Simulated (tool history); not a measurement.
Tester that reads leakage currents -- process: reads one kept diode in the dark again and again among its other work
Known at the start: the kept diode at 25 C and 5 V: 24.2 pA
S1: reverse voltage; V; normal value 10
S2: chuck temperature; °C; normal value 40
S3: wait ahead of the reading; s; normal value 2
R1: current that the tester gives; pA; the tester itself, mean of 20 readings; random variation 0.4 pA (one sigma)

run    hour    S1  S2    S3      R1
  1       0    10  40     2  130.57
  2    48.3    10  43     2  167.29
  3      82    10  40     2  130.99
  4   125.2    10  40     2  131.34
  5   159.4    10  40     2  130.93
  6   189.4    10  40     2  130.98
  7   213.3    10  40     2  131.45
  8   250.3    10  40     2  131.38
      273.5  -- chuck's temperature calibrated
  9   305.4    10  40     2  143.32
 10   348.3    10  40     2  143.96
 11   393.5    10  40     2  144.18
 12   440.8    10  40     2  144.27
 13   478.4    10  40     2  144.46
 14     519    10  40     2  144.64
 15   567.7    10  40     2  144.67
 16   615.2    10  40     2  145.06
 17   662.5    10  40     2  144.61
 18   708.2    10  40  1.07  145.46
 19   734.8    10  40  1.07  145.87
 20   769.9    10  40  1.07  145.82
 21   820.5    10  40  1.07   146.4
 22   867.7    10  40  1.07  145.95
        874  -- probe card cleaned and baked
 23   922.3    10  40  1.07  152.52
 24   959.8    10  40  1.07  152.65
 25  1011.3    10  40  1.07  152.71
 26  1040.7   1.6  50  1.11  131.16
 27  1069.6   3.3  23  5.34   23.47
 28  1119.9   3.3  23  5.34   23.51
 29  1148.7     7  41  0.52     137
     1154.5  -- probe card cleaned and baked, once more
 30  1182.9   4.4  23  0.52   20.42
 31  1223.8   8.7  26  4.24   34.48
 32  1270.1   8.7  26  4.24   34.69
 33  1294.7  14.6  24  2.79   38.02
 34  1318.2   8.6  40     2  120.27
 35  1369.2  13.7  38  2.96  126.94
 36  1411.3  13.7  38  2.96  127.02
 37  1460.4  13.7  38  2.96  127.09
 38  1485.5   2.9  26  0.79   21.43
 39  1513.9   1.2  36  1.91   33.28

Some steps in R1 between neighbouring runs. How much of each would the tool show without its hidden state too (settings, what came in, random variation), and how much is left for the hidden state, with any gauge scatter that isn't in both results?
Hidden state present: stray current of the dirty probe card, pA a volt; current scale over the true one, %; true chuck temperature over the reading, C; drift of the gauge itself on leakage_pa, %.
Run 8 -> 9: chuck's temperature calibrated. R1 +11.94 pA: hidden state +11.87, all else +0.07.
Run 25 -> 26: S1 10 -> 1.6, S2 40 -> 50, S3 1.07 -> 1.11. R1 -21.55 pA: hidden state -18.13, all else -3.42.
Run 26 -> 27: S1 1.6 -> 3.3, S2 50 -> 23, S3 1.11 -> 5.34. R1 -107.69 pA: hidden state +7.05, all else -114.74.
Run 28 -> 29: S1 3.3 -> 7, S2 23 -> 41, S3 5.34 -> 0.52. R1 +113.49 pA: hidden state +4.93, all else +108.56.
Run 29 -> 30: S1 7 -> 4.4, S2 41 -> 23, probe card cleaned and baked, once more. R1 -116.58 pA: hidden state -12.41, all else -104.17.
